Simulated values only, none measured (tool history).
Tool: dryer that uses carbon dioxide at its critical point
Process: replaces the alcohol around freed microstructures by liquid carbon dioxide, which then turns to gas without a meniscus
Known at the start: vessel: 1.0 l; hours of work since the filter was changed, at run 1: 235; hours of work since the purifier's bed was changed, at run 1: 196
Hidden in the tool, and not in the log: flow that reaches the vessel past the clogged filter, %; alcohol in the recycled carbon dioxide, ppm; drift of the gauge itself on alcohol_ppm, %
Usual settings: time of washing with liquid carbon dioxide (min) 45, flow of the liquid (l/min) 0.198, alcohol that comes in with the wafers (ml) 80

run   hour  time of washing with liquid carbon dioxide (min)  flow of the liquid (l/min)  alcohol that comes in with the wafers (ml)  hours of work since the filter was changed  hours of work since the purifier's bed was changed  alcohol left in the vessel before it's heated (ppm by volume)
  1    0.0                                                45                       0.198                                          80                                         235                                                 196                                                            117
  2    7.3                                                45                       0.198                                          80                                         241                                                 202                                                            124
  3   14.3                                                45                       0.198                                          80                                         246                                                 207                                                            110
  4   21.3                                                45                       0.198                                          80                                         252                                                 213                                                            108
  5   27.9                                                45                       0.198                                          80                                         257                                                 218                                                            114
  6   38.7                                                45                       0.198                                          70                                         266                                                 227                                                            105
  7   47.4                                                45                       0.198                                          70                                         273                                                 233                                                            109
  8   53.3                                                45                       0.198                                          80                                         277                                                 238                                                            120
  9   58.6                                                45                       0.198                                          80                                         281                                                 242                                                            125
 10   65.9                                                45                       0.198                                          80                                         287                                                 248                                                            117
 11   76.9                                                45                       0.198                                          80                                         296                                                 257                                                            128
 12   89.1                                                45                       0.198                                          80                                         305                                                 266                                                            133
 13   97.9                                                45                       0.198                                          80                                         312                                                 273                                                            136
 14  106.8                                                45                       0.198                                          80                                         319                                                 280                                                            131
 15  116.9                                                45                       0.198                                          80                                         327                                                 288                                                            125
 16  127.9                                                45                       0.198                                          80                                         336                                                 297                                                            134
 17  137.7                                                45                       0.198                                          80                                         344                                                 305                                                            143
 18  144.0                                                57                       0.198                                          80                                         349                                                 310                                                             49
 19  150.5                                                57                       0.198                                          80                                         354                                                 315                                                             52
 20  160.6                                                57                       0.198                                          80                                         362                                                 323                                                             46
 21  168.9                                                57                       0.198                                          80                                         368                                                 329                                                             41
 22  178.9                                                57                       0.198                                          80                                         376                                                 337                                                             42
 23  188.9                                                57                       0.198                                          80                                         384                                                 345                                                             55
 24  201.1                                                37                       0.177                                          30                                         394                                                 355                                                            297
 25  213.1                                                37                       0.129                                          30                                         403                                                 364                                                            975
 26  220.9                                                34                       0.154                                          22                                         409                                                 370                                                            521
 27  226.7                                                34                       0.154                                          22                                         414                                                 375                                                            530
 28  234.8                                                33                       0.198                                         118                                         420                                                 381                                                           1100
 29  247.3                                                33                       0.198                                         118                                         430                                                 391                                                           1102
     255.0  -- inlet filter changed
 30  257.9                                                33                       0.198                                         118                                           2                                                 399                                                            657
 31  269.3                                                58                       0.198                                          23                                          11                                                 408                                                             42
 32  279.7                                                65                       0.255                                          20                                          19                                                 416                                                             36
 33  290.1                                                72                       0.193                                          36                                          28                                                 424                                                             34
 34  296.9                                                72                       0.193                                          20                                          33                                                 429                                                             32
 35  303.8                                                70                       0.193                                          22                                          38                                                 435                                                             29
 36  312.5                                                65                       0.332                                          23                                          45                                                 442                                                             37
 37  325.0                                                37                       0.266                                          28                                          55                                                 452                                                             45
 38  333.2                                                37                       0.266                                          20                                          62                                                 458                                                             44
 39  341.5                                                53                       0.272                                          24                                          68                                                 465                                                             36
 40  347.6                                                28                       0.198                                          25                                          73                                                 469                                                            358
 41  359.0                                                29                       0.189                                          68                                          82                                                 478                                                            950
 42  371.7                                                29                       0.189                                          68                                          92                                                 488                                                            949
 43  378.0                                                37                       0.189                                          68                                          97                                                 493                                                            323
 44  384.2                                                43                       0.217                                          77                                         102                                                 498                                                            104

4 ways to go on from here, each from the tool as it stands after run 44. What would each give?
  A  391.7                                                65                       0.284                                          31                                         108                                                 504                                                              ?
  B  391.7                                                58                       0.148                                          33                                         108                                                 504                                                              ?
  C  391.7                                                29                       0.121                                          37                                         108                                                 504                                                              ?
  D  391.7                                                43                       0.217                                          53                                         108                                                 504                                                              ?

run  alcohol left in the vessel before it's heated (ppm by volume)
  A                                                             43
  B                                                             75
  C                                                           2505
  D                                                             80
Without the tool's hidden state the same runs would have given:
run  alcohol left in the vessel before it's heated (ppm by volume)
  A                                                              8
  B                                                             32
  C                                                           2267
  D                                                             36
